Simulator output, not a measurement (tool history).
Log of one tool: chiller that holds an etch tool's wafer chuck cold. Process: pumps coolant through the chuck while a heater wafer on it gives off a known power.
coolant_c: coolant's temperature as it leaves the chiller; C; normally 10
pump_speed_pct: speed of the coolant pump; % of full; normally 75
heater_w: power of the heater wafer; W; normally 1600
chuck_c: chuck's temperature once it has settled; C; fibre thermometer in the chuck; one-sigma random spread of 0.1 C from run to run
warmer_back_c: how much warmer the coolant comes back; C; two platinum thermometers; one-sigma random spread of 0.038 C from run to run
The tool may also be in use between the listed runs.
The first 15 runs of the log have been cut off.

| run | hour | coolant_c | pump_speed_pct | heater_w | chuck_c | warmer_back_c |
|---|---|---|---|---|---|---|
| 16 | 472.1 | 10 | 75 | 2286 | 30.5 | 11.16 |
| 17 | 501.9 | 10 | 76 | 1061 | 19.5 | 5.11 |
| 18 | 528.5 | 0 | 89 | 909 | 7.1 | 3.75 |
| 19 | 560.4 | 10 | 89 | 2167 | 27.4 | 8.92 |
| 20 | 602.8 | 14 | 94 | 2167 | 31 | 8.39 |
| 21 | 646 | 10 | 64 | 944 | 19.6 | 5.46 |
| 22 | 669.6 | 2 | 78 | 944 | 10.1 | 4.38 |
| 23 | 706.7 | 2 | 78 | 1639 | 16.5 | 7.75 |
| 24 | 750 | 2 | 78 | 1639 | 16.4 | 7.68 |
| 25 | 779.3 | 2 | 68 | 1639 | 17.8 | 9 |
| 26 | 811.8 | 9 | 75 | 914 | 17.3 | 4.56 |
| 27 | 838.1 | 8 | 75 | 1249 | 19.3 | 6.19 |
| 28 | 876.9 | 8 | 67 | 1036 | 18.1 | 5.74 |
| 29 | 910.2 | 10 | 75 | 2135 | 29.4 | 10.59 |
| 30 | 938.2 | 12 | 61 | 1049 | 22.8 | 6.38 |
| 31 | 966 | 12 | 68 | 1928 | 30.8 | 10.53 |

What if the next run were any one of these 5? Each begins from the tool's condition after run 31:
| A | 1008.2 | 12 | 68 | 1500 | ? | ? |
| B | 1008.2 | 3 | 100 | 881 | ? | ? |
| C | 1008.2 | 10 | 75 | 1600 | ? | ? |
| D | 1008.2 | 12 | 68 | 1391 | ? | ? |
| E | 1008.2 | 10 | 75 | 1496 | ? | ? |

| run | chuck_c | warmer_back_c |
|---|---|---|
| A | 26.6 | 8.2 |
| B | 9.4 | 3.25 |
| C | 24.7 | 7.94 |
| D | 25.5 | 7.62 |
| E | 23.6 | 7.41 |
The same runs, with their run-to-run variation unchanged, on a tool lacking any hidden condition would have given:
| run | chuck_c | warmer_back_c |
|---|---|---|
| A | 26.2 | 8.05 |
| B | 9.4 | 3.19 |
| C | 24.3 | 7.79 |
| D | 25.2 | 7.48 |
| E | 23.3 | 7.27 |
